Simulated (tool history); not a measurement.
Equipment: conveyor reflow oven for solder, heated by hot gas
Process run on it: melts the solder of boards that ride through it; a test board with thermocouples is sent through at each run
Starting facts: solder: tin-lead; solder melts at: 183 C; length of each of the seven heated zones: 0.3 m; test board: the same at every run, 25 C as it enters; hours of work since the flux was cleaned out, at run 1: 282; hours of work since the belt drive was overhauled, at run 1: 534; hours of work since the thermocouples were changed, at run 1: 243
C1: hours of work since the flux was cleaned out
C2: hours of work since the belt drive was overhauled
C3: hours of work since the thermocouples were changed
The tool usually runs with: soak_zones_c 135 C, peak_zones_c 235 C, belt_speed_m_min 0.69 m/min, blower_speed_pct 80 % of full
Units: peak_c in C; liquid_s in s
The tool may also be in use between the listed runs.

run 1 day=0 | soak_zones_c=135 peak_zones_c=235 belt_speed_m_min=0.69 blower_speed_pct=80 | C1=282 C2=534 C3=243 | peak_c=212.6 liquid_s=35
run 2 day=0.479 | soak_zones_c=135 peak_zones_c=235 belt_speed_m_min=0.69 blower_speed_pct=72 | C1=289 C2=541 C3=251 | peak_c=210.6 liquid_s=34
run 3 day=1.383 | soak_zones_c=135 peak_zones_c=235 belt_speed_m_min=0.69 blower_speed_pct=72 | C1=304 C2=556 C3=265 | peak_c=210.5 liquid_s=33.6
run 4 day=2.204 | soak_zones_c=135 peak_zones_c=235 belt_speed_m_min=0.69 blower_speed_pct=71 | C1=317 C2=569 C3=278 | peak_c=210.6 liquid_s=33.7
run 5 day=2.712 | soak_zones_c=135 peak_zones_c=235 belt_speed_m_min=0.69 blower_speed_pct=71 | C1=325 C2=577 C3=286 | peak_c=210.3 liquid_s=33.3
run 6 day=3.329 | soak_zones_c=135 peak_zones_c=235 belt_speed_m_min=0.69 blower_speed_pct=71 | C1=334 C2=587 C3=296 | peak_c=210 liquid_s=33.2
run 7 day=3.8 | soak_zones_c=135 peak_zones_c=235 belt_speed_m_min=0.638 blower_speed_pct=80 | C1=342 C2=594 C3=303 | peak_c=214.8 liquid_s=39.6
run 8 day=4.304 | soak_zones_c=135 peak_zones_c=235 belt_speed_m_min=0.638 blower_speed_pct=80 | C1=350 C2=602 C3=311 | peak_c=214 liquid_s=39.8
run 9 day=4.879 | soak_zones_c=135 peak_zones_c=235 belt_speed_m_min=0.638 blower_speed_pct=80 | C1=359 C2=611 C3=320 | peak_c=214.1 liquid_s=39.5
run 10 day=5.254 | soak_zones_c=135 peak_zones_c=235 belt_speed_m_min=0.69 blower_speed_pct=80 | C1=365 C2=617 C3=326 | peak_c=211.7 liquid_s=34.3
run 11 day=5.629 | soak_zones_c=135 peak_zones_c=235 belt_speed_m_min=0.69 blower_speed_pct=80 | C1=371 C2=623 C3=332 | peak_c=211.9 liquid_s=34.5
run 12 day=6.079 | soak_zones_c=135 peak_zones_c=235 belt_speed_m_min=0.69 blower_speed_pct=80 | C1=378 C2=630 C3=339 | peak_c=211.1 liquid_s=34.1
run 13 day=6.554 | soak_zones_c=135 peak_zones_c=235 belt_speed_m_min=0.69 blower_speed_pct=80 | C1=385 C2=638 C3=347 | peak_c=211.3 liquid_s=34
run 14 day=7.292 | soak_zones_c=135 peak_zones_c=235 belt_speed_m_min=0.69 blower_speed_pct=80 | C1=397 C2=649 C3=358 | peak_c=211.2 liquid_s=34.1
run 15 day=8.054 | soak_zones_c=135 peak_zones_c=235 belt_speed_m_min=0.69 blower_speed_pct=80 | C1=409 C2=661 C3=370 | peak_c=211.1 liquid_s=34.2
run 16 day=8.838 | soak_zones_c=135 peak_zones_c=235 belt_speed_m_min=0.69 blower_speed_pct=80 | C1=422 C2=674 C3=383 | peak_c=210.5 liquid_s=34
run 17 day=9.375 | soak_zones_c=135 peak_zones_c=235 belt_speed_m_min=0.727 blower_speed_pct=80 | C1=430 C2=682 C3=391 | peak_c=208.5 liquid_s=30.2
run 18 day=10.046 | soak_zones_c=135 peak_zones_c=235 belt_speed_m_min=0.727 blower_speed_pct=80 | C1=441 C2=693 C3=402 | peak_c=208.5 liquid_s=30.2
-- day=10.6 flux residue cleaned out of gas plates and filters
run 19 day=10.779 | soak_zones_c=135 peak_zones_c=235 belt_speed_m_min=0.727 blower_speed_pct=80 | C1=3 C2=701 C3=410 | peak_c=207.7 liquid_s=29.5
run 20 day=11.192 | soak_zones_c=140 peak_zones_c=235 belt_speed_m_min=0.674 blower_speed_pct=71 | C1=9 C2=708 C3=417 | peak_c=210.7 liquid_s=34.9
run 21 day=11.625 | soak_zones_c=140 peak_zones_c=235 belt_speed_m_min=0.674 blower_speed_pct=71 | C1=16 C2=715 C3=424 | peak_c=210.1 liquid_s=34.9
run 22 day=12.508 | soak_zones_c=121 peak_zones_c=235 belt_speed_m_min=0.683 blower_speed_pct=65 | C1=30 C2=729 C3=438 | peak_c=203.2 liquid_s=24.9
-- day=12.867 flux residue cleaned out of gas plates and filters, once more
run 23 day=13.317 | soak_zones_c=135 peak_zones_c=235 belt_speed_m_min=0.69 blower_speed_pct=80 | C1=7 C2=738 C3=447 | peak_c=214.8 liquid_s=36.9
run 24 day=14.108 | soak_zones_c=134 peak_zones_c=241 belt_speed_m_min=0.551 blower_speed_pct=85 | C1=20 C2=751 C3=460 | peak_c=227.6 liquid_s=54.7
run 25 day=14.558 | soak_zones_c=135 peak_zones_c=235 belt_speed_m_min=0.563 blower_speed_pct=71 | C1=27 C2=758 C3=467 | peak_c=219.5 liquid_s=49.1
run 26 day=15.121 | soak_zones_c=143 peak_zones_c=235 belt_speed_m_min=0.563 blower_speed_pct=71 | C1=36 C2=767 C3=476 | peak_c=220.7 liquid_s=52.1
run 27 day=16.033 | soak_zones_c=125 peak_zones_c=235 belt_speed_m_min=0.69 blower_speed_pct=57 | C1=50 C2=781 C3=490 | peak_c=207.7 liquid_s=28.7
run 28 day=16.717 | soak_zones_c=135 peak_zones_c=235 belt_speed_m_min=0.69 blower_speed_pct=52 | C1=61 C2=792 C3=501 | peak_c=207.9 liquid_s=31.9
run 29 day=17.55 | soak_zones_c=135 peak_zones_c=235 belt_speed_m_min=0.69 blower_speed_pct=52 | C1=74 C2=805 C3=514 | peak_c=208.3 liquid_s=31.6
run 30 day=18.354 | soak_zones_c=135 peak_zones_c=235 belt_speed_m_min=0.69 blower_speed_pct=52 | C1=87 C2=818 C3=527 | peak_c=207.7 liquid_s=31.4
run 31 day=18.875 | soak_zones_c=135 peak_zones_c=235 belt_speed_m_min=0.69 blower_speed_pct=52 | C1=95 C2=826 C3=535 | peak_c=207.8 liquid_s=30.9

How would selected steps in peak_c from run to run divide? Give the signed amount a tool lacking its hidden state would still show from settings, what came in and random variation, and the signed amount left for the hidden state, including any gauge scatter that is not in both of the compared results.
Hidden state present: heat that the gas passes to the board, % of a clean oven's; belt's true speed, % of the reading; true gas temperature in zones 6 and 7 over the reading, C; drift of the gauge itself on peak_c, C; drift of the gauge itself on liquid_s, %.
Run 18 -> 19: flux residue cleaned out of gas plates and filters. peak_c -0.8 C: hidden state -1.1, all else +0.3.
Run 21 -> 22: soak_zones_c 140 -> 121, belt_speed_m_min 0.674 -> 0.683, blower_speed_pct 71 -> 65. peak_c -6.9 C: hidden state -1, all else -5.9.
Run 22 -> 23: soak_zones_c 121 -> 135, belt_speed_m_min 0.683 -> 0.69, blower_speed_pct 65 -> 80, flux residue cleaned out of gas plates and filters, once more. peak_c +11.6 C: hidden state +6.1, all else +5.5.
Run 23 -> 24: soak_zones_c 135 -> 134, peak_zones_c 235 -> 241, belt_speed_m_min 0.69 -> 0.551, blower_speed_pct 80 -> 85. peak_c +12.8 C: hidden state -0.2, all else +13.
Run 26 -> 27: soak_zones_c 143 -> 125, belt_speed_m_min 0.563 -> 0.69, blower_speed_pct 71 -> 57. peak_c -13 C: hidden state -0.2, all else -12.8.
